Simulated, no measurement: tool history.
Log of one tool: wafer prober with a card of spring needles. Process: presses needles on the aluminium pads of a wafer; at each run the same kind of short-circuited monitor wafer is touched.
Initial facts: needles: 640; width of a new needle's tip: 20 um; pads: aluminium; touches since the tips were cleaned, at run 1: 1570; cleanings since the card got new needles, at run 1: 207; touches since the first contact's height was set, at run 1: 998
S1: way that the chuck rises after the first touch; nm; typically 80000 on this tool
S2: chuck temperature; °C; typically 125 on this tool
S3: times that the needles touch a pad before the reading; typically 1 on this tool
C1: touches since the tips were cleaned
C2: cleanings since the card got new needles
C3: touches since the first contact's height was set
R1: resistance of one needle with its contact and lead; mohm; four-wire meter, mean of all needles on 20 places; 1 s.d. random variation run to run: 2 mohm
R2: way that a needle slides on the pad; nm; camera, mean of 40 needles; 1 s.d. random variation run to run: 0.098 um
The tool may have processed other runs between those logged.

{"run": 1, "hour": 0.0, "S1": 80000, "S2": 125, "S3": 1, "C1": 1570, "C2": 207, "C3": 998, "R1": 235, "R2": 14570}
{"hour": 1.9, "done": "tips cleaned on abrasive film"}
{"hour": 6.4, "done": "tips cleaned on abrasive film"}
{"hour": 10.0, "done": "tips cleaned on abrasive film"}
{"hour": 14.6, "done": "tips cleaned on abrasive film"}
{"hour": 19.1, "done": "tips cleaned on abrasive film"}
{"hour": 23.6, "done": "tips cleaned on abrasive film"}
{"hour": 28.1, "done": "tips cleaned on abrasive film"}
{"hour": 32.7, "done": "tips cleaned on abrasive film"}
{"hour": 37.2, "done": "tips cleaned on abrasive film"}
{"hour": 41.7, "done": "tips cleaned on abrasive film"}
{"hour": 46.2, "done": "tips cleaned on abrasive film"}
{"hour": 49.9, "done": "tips cleaned on abrasive film"}
{"hour": 54.4, "done": "tips cleaned on abrasive film"}
{"hour": 58.0, "done": "tips cleaned on abrasive film"}
{"run": 2, "hour": 58.5, "S1": 80000, "S2": 125, "S3": 1, "C1": 295, "C2": 221, "C3": 37938, "R1": 225, "R2": 14420}
{"hour": 62.1, "done": "tips cleaned on abrasive film"}
{"hour": 65.8, "done": "tips cleaned on abrasive film"}
{"hour": 70.3, "done": "tips cleaned on abrasive film"}
{"hour": 74.8, "done": "tips cleaned on abrasive film"}
{"hour": 78.4, "done": "tips cleaned on abrasive film"}
{"hour": 83.0, "done": "tips cleaned on abrasive film"}
{"hour": 87.5, "done": "tips cleaned on abrasive film"}
{"hour": 92.0, "done": "tips cleaned on abrasive film"}
{"hour": 95.7, "done": "tips cleaned on abrasive film"}
{"hour": 100.2, "done": "tips cleaned on abrasive film"}
{"hour": 104.7, "done": "tips cleaned on abrasive film"}
{"hour": 109.2, "done": "tips cleaned on abrasive film"}
{"hour": 113.8, "done": "tips cleaned on abrasive film"}
{"hour": 118.3, "done": "tips cleaned on abrasive film"}
{"hour": 121.9, "done": "tips cleaned on abrasive film"}
{"hour": 126.4, "done": "tips cleaned on abrasive film"}
{"hour": 131.0, "done": "tips cleaned on abrasive film"}
{"hour": 135.5, "done": "tips cleaned on abrasive film"}
{"hour": 140.0, "done": "tips cleaned on abrasive film"}
{"hour": 143.6, "done": "tips cleaned on abrasive film"}
{"hour": 148.2, "done": "tips cleaned on abrasive film"}
{"hour": 152.7, "done": "tips cleaned on abrasive film"}
{"hour": 156.3, "done": "tips cleaned on abrasive film"}
{"run": 3, "hour": 157.7, "S1": 80000, "S2": 125, "S3": 1, "C1": 868, "C2": 244, "C3": 100645, "R1": 232, "R2": 14060}
{"hour": 160.4, "done": "tips cleaned on abrasive film"}
{"hour": 165.0, "done": "tips cleaned on abrasive film"}
{"hour": 168.6, "done": "tips cleaned on abrasive film"}
{"hour": 173.1, "done": "tips cleaned on abrasive film"}
{"hour": 177.6, "done": "tips cleaned on abrasive film"}
{"hour": 181.3, "done": "tips cleaned on abrasive film"}
{"hour": 185.8, "done": "tips cleaned on abrasive film"}
{"hour": 190.3, "done": "tips cleaned on abrasive film"}
{"hour": 194.9, "done": "tips cleaned on abrasive film"}
{"hour": 198.5, "done": "tips cleaned on abrasive film"}
{"hour": 203.0, "done": "tips cleaned on abrasive film"}
{"hour": 206.7, "done": "tips cleaned on abrasive film"}
{"hour": 211.2, "done": "tips cleaned on abrasive film"}
{"hour": 215.7, "done": "tips cleaned on abrasive film"}
{"hour": 220.2, "done": "tips cleaned on abrasive film"}
{"hour": 224.7, "done": "tips cleaned on abrasive film"}
{"hour": 228.4, "done": "tips cleaned on abrasive film"}
{"hour": 232.9, "done": "tips cleaned on abrasive film"}
{"hour": 237.4, "done": "tips cleaned on abrasive film"}
{"hour": 242.0, "done": "tips cleaned on abrasive film"}
{"hour": 246.5, "done": "tips cleaned on abrasive film"}
{"run": 4, "hour": 249.6, "S1": 80000, "S2": 27, "S3": 1, "C1": 2019, "C2": 265, "C3": 158776, "R1": 220, "R2": 14070}
{"hour": 250.6, "done": "tips cleaned on abrasive film"}
{"hour": 250.9, "done": "height of the first contact set anew"}
{"hour": 255.4, "done": "tips cleaned on abrasive film"}
{"hour": 259.9, "done": "tips cleaned on abrasive film"}
{"hour": 263.6, "done": "tips cleaned on abrasive film"}
{"hour": 268.1, "done": "tips cleaned on abrasive film"}
{"hour": 272.6, "done": "tips cleaned on abrasive film"}
{"hour": 277.1, "done": "tips cleaned on abrasive film"}
{"hour": 281.7, "done": "tips cleaned on abrasive film"}
{"hour": 293.7, "done": "card fitted with new needles"}
{"hour": 298.2, "done": "tips cleaned on abrasive film"}
{"hour": 302.7, "done": "tips cleaned on abrasive film"}
{"hour": 307.2, "done": "tips cleaned on abrasive film"}
{"hour": 310.9, "done": "tips cleaned on abrasive film"}
{"hour": 315.4, "done": "tips cleaned on abrasive film"}
{"hour": 319.9, "done": "tips cleaned on abrasive film"}
{"hour": 324.4, "done": "tips cleaned on abrasive film"}
{"hour": 329.0, "done": "tips cleaned on abrasive film"}
{"hour": 333.5, "done": "tips cleaned on abrasive film"}
{"hour": 338.0, "done": "tips cleaned on abrasive film"}
{"hour": 342.5, "done": "tips cleaned on abrasive film"}
{"hour": 347.1, "done": "tips cleaned on abrasive film"}
{"hour": 350.7, "done": "tips cleaned on abrasive film"}
{"hour": 355.2, "done": "tips cleaned on abrasive film"}
{"run": 5, "hour": 357.8, "S1": 80000, "S2": 27, "S3": 1, "C1": 1691, "C2": 14, "C3": 40625, "R1": 207, "R2": 14170}
{"hour": 359.7, "done": "tips cleaned on abrasive film"}
{"hour": 364.2, "done": "tips cleaned on abrasive film"}
{"hour": 368.8, "done": "tips cleaned on abrasive film"}
{"hour": 373.3, "done": "tips cleaned on abrasive film"}
{"hour": 377.8, "done": "tips cleaned on abrasive film"}
{"hour": 382.3, "done": "tips cleaned on abrasive film"}
{"hour": 386.9, "done": "tips cleaned on abrasive film"}
{"hour": 388.9, "done": "height of the first contact set anew, once more"}
{"hour": 390.8, "done": "tips cleaned on abrasive film"}
{"hour": 395.3, "done": "tips cleaned on abrasive film"}
{"hour": 399.8, "done": "tips cleaned on abrasive film"}
{"hour": 403.5, "done": "tips cleaned on abrasive film"}
{"hour": 408.0, "done": "tips cleaned on abrasive film"}
{"hour": 412.5, "done": "tips cleaned on abrasive film"}
{"hour": 417.1, "done": "tips cleaned on abrasive film"}
{"hour": 420.7, "done": "tips cleaned on abrasive film"}
{"run": 6, "hour": 421.4, "S1": 80000, "S2": 27, "S3": 1, "C1": 464, "C2": 29, "C3": 20504, "R1": 200, "R2": 14360}
{"hour": 425.0, "done": "tips cleaned on abrasive film"}
{"hour": 428.7, "done": "tips cleaned on abrasive film"}
{"hour": 433.2, "done": "tips cleaned on abrasive film"}
{"hour": 437.7, "done": "tips cleaned on abrasive film"}
{"hour": 442.3, "done": "tips cleaned on abrasive film"}
{"hour": 446.8, "done": "tips cleaned on abrasive film"}
{"hour": 450.4, "done": "tips cleaned on abrasive film"}
{"hour": 454.9, "done": "tips cleaned on abrasive film"}
{"hour": 458.6, "done": "tips cleaned on abrasive film"}
{"hour": 463.1, "done": "tips cleaned on abrasive film"}
{"hour": 467.6, "done": "tips cleaned on abrasive film"}
{"hour": 472.2, "done": "tips cleaned on abrasive film"}
{"run": 7, "hour": 474.1, "S1": 91000, "S2": 115, "S3": 2, "C1": 1272, "C2": 41, "C3": 53840, "R1": 218, "R2": 16350}
{"hour": 476.0, "done": "tips cleaned on abrasive film"}
{"hour": 480.5, "done": "tips cleaned on abrasive film"}
{"hour": 485.0, "done": "tips cleaned on abrasive film"}
{"hour": 489.6, "done": "tips cleaned on abrasive film"}
{"hour": 493.2, "done": "tips cleaned on abrasive film"}
{"hour": 497.7, "done": "tips cleaned on abrasive film"}
{"hour": 502.2, "done": "tips cleaned on abrasive film"}
{"hour": 506.8, "done": "tips cleaned on abrasive film"}
{"hour": 511.3, "done": "tips cleaned on abrasive film"}
{"hour": 515.8, "done": "tips cleaned on abrasive film"}
{"hour": 520.3, "done": "tips cleaned on abrasive film"}
{"hour": 524.9, "done": "tips cleaned on abrasive film"}
{"hour": 528.5, "done": "tips cleaned on abrasive film"}
{"hour": 533.0, "done": "tips cleaned on abrasive film"}
{"hour": 536.7, "done": "tips cleaned on abrasive film"}
{"hour": 541.2, "done": "tips cleaned on abrasive film"}
{"hour": 544.8, "done": "tips cleaned on abrasive film"}
{"hour": 549.4, "done": "tips cleaned on abrasive film"}
{"run": 8, "hour": 552.0, "S1": 91000, "S2": 115, "S3": 2, "C1": 1733, "C2": 59, "C3": 103097, "R1": 220, "R2": 16140}
{"hour": 553.9, "done": "tips cleaned on abrasive film"}
{"hour": 558.4, "done": "tips cleaned on abrasive film"}
{"hour": 562.9, "done": "tips cleaned on abrasive film"}
{"hour": 567.4, "done": "tips cleaned on abrasive film"}
{"hour": 572.0, "done": "tips cleaned on abrasive film"}
{"hour": 575.6, "done": "tips cleaned on abrasive film"}
{"hour": 580.1, "done": "tips cleaned on abrasive film"}
{"hour": 583.8, "done": "tips cleaned on abrasive film"}
{"hour": 588.3, "done": "tips cleaned on abrasive film"}
{"hour": 592.8, "done": "tips cleaned on abrasive film"}
{"hour": 597.3, "done": "tips cleaned on abrasive film"}
{"hour": 601.9, "done": "tips cleaned on abrasive film"}
{"hour": 605.5, "done": "tips cleaned on abrasive film"}
{"hour": 610.0, "done": "tips cleaned on abrasive film"}
{"hour": 614.5, "done": "tips cleaned on abrasive film"}
{"hour": 619.1, "done": "tips cleaned on abrasive film"}
{"hour": 623.6, "done": "tips cleaned on abrasive film"}
{"hour": 628.1, "done": "tips cleaned on abrasive film"}
{"hour": 632.6, "done": "tips cleaned on abrasive film"}
{"hour": 637.2, "done": "tips cleaned on abrasive film"}
{"run": 9, "hour": 639.6, "S1": 61000, "S2": 58, "S3": 2, "C1": 1593, "C2": 79, "C3": 158486, "R1": 220, "R2": 10390}
{"hour": 641.5, "done": "tips cleaned on abrasive film"}
{"hour": 646.0, "done": "tips cleaned on abrasive film"}
{"hour": 650.5, "done": "tips cleaned on abrasive film"}
{"hour": 655.1, "done": "tips cleaned on abrasive film"}
{"hour": 659.6, "done": "tips cleaned on abrasive film"}
{"hour": 663.2, "done": "tips cleaned on abrasive film"}
{"hour": 667.7, "done": "tips cleaned on abrasive film"}
{"hour": 672.3, "done": "tips cleaned on abrasive film"}
{"hour": 676.8, "done": "tips cleaned on abrasive film"}
{"hour": 681.3, "done": "tips cleaned on abrasive film"}
{"hour": 685.0, "done": "tips cleaned on abrasive film"}
{"hour": 687.0, "done": "height of the first contact set anew"}
{"hour": 689.8, "done": "tips cleaned on abrasive film"}
{"hour": 694.3, "done": "tips cleaned on abrasive film"}
{"hour": 697.9, "done": "tips cleaned on abrasive film"}
{"hour": 702.5, "done": "tips cleaned on abrasive film"}
{"run": 10, "hour": 703.2, "S1": 61000, "S2": 58, "S3": 2, "C1": 488, "C2": 94, "C3": 10221, "R1": 214, "R2": 10890}
{"hour": 706.9, "done": "tips cleaned on abrasive film"}
{"hour": 710.5, "done": "tips cleaned on abrasive film"}
{"hour": 715.0, "done": "tips cleaned on abrasive film"}
{"hour": 718.7, "done": "tips cleaned on abrasive film"}
{"hour": 723.2, "done": "tips cleaned on abrasive film"}
{"hour": 727.7, "done": "tips cleaned on abrasive film"}
{"hour": 732.2, "done": "tips cleaned on abrasive film"}
{"hour": 736.8, "done": "tips cleaned on abrasive film"}
{"hour": 741.3, "done": "tips cleaned on abrasive film"}
{"hour": 745.8, "done": "tips cleaned on abrasive film"}
{"hour": 750.3, "done": "tips cleaned on abrasive film"}
{"hour": 754.9, "done": "tips cleaned on abrasive film"}
{"hour": 759.4, "done": "tips cleaned on abrasive film"}
{"hour": 763.9, "done": "tips cleaned on abrasive film"}
{"hour": 768.4, "done": "tips cleaned on abrasive film"}
{"hour": 772.9, "done": "tips cleaned on abrasive film"}
{"hour": 777.5, "done": "tips cleaned on abrasive film"}
{"hour": 782.0, "done": "tips cleaned on abrasive film"}
{"hour": 786.5, "done": "tips cleaned on abrasive film"}
{"hour": 791.0, "done": "tips cleaned on abrasive film"}
{"hour": 794.7, "done": "tips cleaned on abrasive film"}
{"hour": 798.3, "done": "tips cleaned on abrasive film"}
{"run": 11, "hour": 801.4, "S1": 78000, "S2": 117, "S3": 2, "C1": 2021, "C2": 116, "C3": 72362, "R1": 226, "R2": 13870}

Below are 4 alternative next runs, each starting from the tool's condition after run 11. Predict each:
{"hour": 802.4, "done": "tips cleaned on abrasive film"}
{"hour": 807.0, "done": "tips cleaned on abrasive film"}
{"hour": 810.6, "done": "tips cleaned on abrasive film"}
{"hour": 815.1, "done": "tips cleaned on abrasive film"}
{"hour": 819.6, "done": "tips cleaned on abrasive film"}
{"hour": 824.2, "done": "tips cleaned on abrasive film"}
{"hour": 828.7, "done": "tips cleaned on abrasive film"}
{"hour": 833.2, "done": "tips cleaned on abrasive film"}
{"hour": 837.7, "done": "tips cleaned on abrasive film"}
{"hour": 841.4, "done": "tips cleaned on abrasive film"}
{"hour": 845.9, "done": "tips cleaned on abrasive film"}
{"hour": 850.4, "done": "tips cleaned on abrasive film"}
{"hour": 854.9, "done": "tips cleaned on abrasive film"}
{"run": "A", "hour": 858.3, "S1": 66000, "S2": 46, "S3": 2, "C1": 2198, "C2": 129, "C3": 108343, "R1": "?", "R2": "?"}
{"hour": 802.4, "done": "tips cleaned on abrasive film"}
{"hour": 807.0, "done": "tips cleaned on abrasive film"}
{"hour": 810.6, "done": "tips cleaned on abrasive film"}
{"hour": 815.1, "done": "tips cleaned on abrasive film"}
{"hour": 819.6, "done": "tips cleaned on abrasive film"}
{"hour": 824.2, "done": "tips cleaned on abrasive film"}
{"hour": 828.7, "done": "tips cleaned on abrasive film"}
{"hour": 833.2, "done": "tips cleaned on abrasive film"}
{"hour": 837.7, "done": "tips cleaned on abrasive film"}
{"hour": 841.4, "done": "tips cleaned on abrasive film"}
{"hour": 845.9, "done": "tips cleaned on abrasive film"}
{"hour": 850.4, "done": "tips cleaned on abrasive film"}
{"hour": 854.9, "done": "tips cleaned on abrasive film"}
{"run": "B", "hour": 858.3, "S1": 84000, "S2": 52, "S3": 1, "C1": 2198, "C2": 129, "C3": 108343, "R1": "?", "R2": "?"}
{"hour": 802.4, "done": "tips cleaned on abrasive film"}
{"hour": 807.0, "done": "tips cleaned on abrasive film"}
{"hour": 810.6, "done": "tips cleaned on abrasive film"}
{"hour": 815.1, "done": "tips cleaned on abrasive film"}
{"hour": 819.6, "done": "tips cleaned on abrasive film"}
{"hour": 824.2, "done": "tips cleaned on abrasive film"}
{"hour": 828.7, "done": "tips cleaned on abrasive film"}
{"hour": 833.2, "done": "tips cleaned on abrasive film"}
{"hour": 837.7, "done": "tips cleaned on abrasive film"}
{"hour": 841.4, "done": "tips cleaned on abrasive film"}
{"hour": 845.9, "done": "tips cleaned on abrasive film"}
{"hour": 850.4, "done": "tips cleaned on abrasive film"}
{"hour": 854.9, "done": "tips cleaned on abrasive film"}
{"run": "C", "hour": 858.3, "S1": 98000, "S2": 125, "S3": 1, "C1": 2198, "C2": 129, "C3": 108343, "R1": "?", "R2": "?"}
{"hour": 802.4, "done": "tips cleaned on abrasive film"}
{"hour": 807.0, "done": "tips cleaned on abrasive film"}
{"hour": 810.6, "done": "tips cleaned on abrasive film"}
{"hour": 815.1, "done": "tips cleaned on abrasive film"}
{"hour": 819.6, "done": "tips cleaned on abrasive film"}
{"hour": 824.2, "done": "tips cleaned on abrasive film"}
{"hour": 828.7, "done": "tips cleaned on abrasive film"}
{"hour": 833.2, "done": "tips cleaned on abrasive film"}
{"hour": 837.7, "done": "tips cleaned on abrasive film"}
{"hour": 841.4, "done": "tips cleaned on abrasive film"}
{"hour": 845.9, "done": "tips cleaned on abrasive film"}
{"hour": 850.4, "done": "tips cleaned on abrasive film"}
{"hour": 854.9, "done": "tips cleaned on abrasive film"}
{"run": "D", "hour": 858.3, "S1": 65000, "S2": 125, "S3": 2, "C1": 2198, "C2": 129, "C3": 108343, "R1": "?", "R2": "?"}

run=A R1=219 R2=11510
run=B R1=221 R2=14730
run=C R1=227 R2=17500
run=D R1=234 R2=11480
With the hidden condition removed and each run's random variation left untouched, the same runs would have given:
run=A R1=197 R2=11830
run=B R1=198 R2=15060
run=C R1=210 R2=17830
run=D R1=214 R2=11800

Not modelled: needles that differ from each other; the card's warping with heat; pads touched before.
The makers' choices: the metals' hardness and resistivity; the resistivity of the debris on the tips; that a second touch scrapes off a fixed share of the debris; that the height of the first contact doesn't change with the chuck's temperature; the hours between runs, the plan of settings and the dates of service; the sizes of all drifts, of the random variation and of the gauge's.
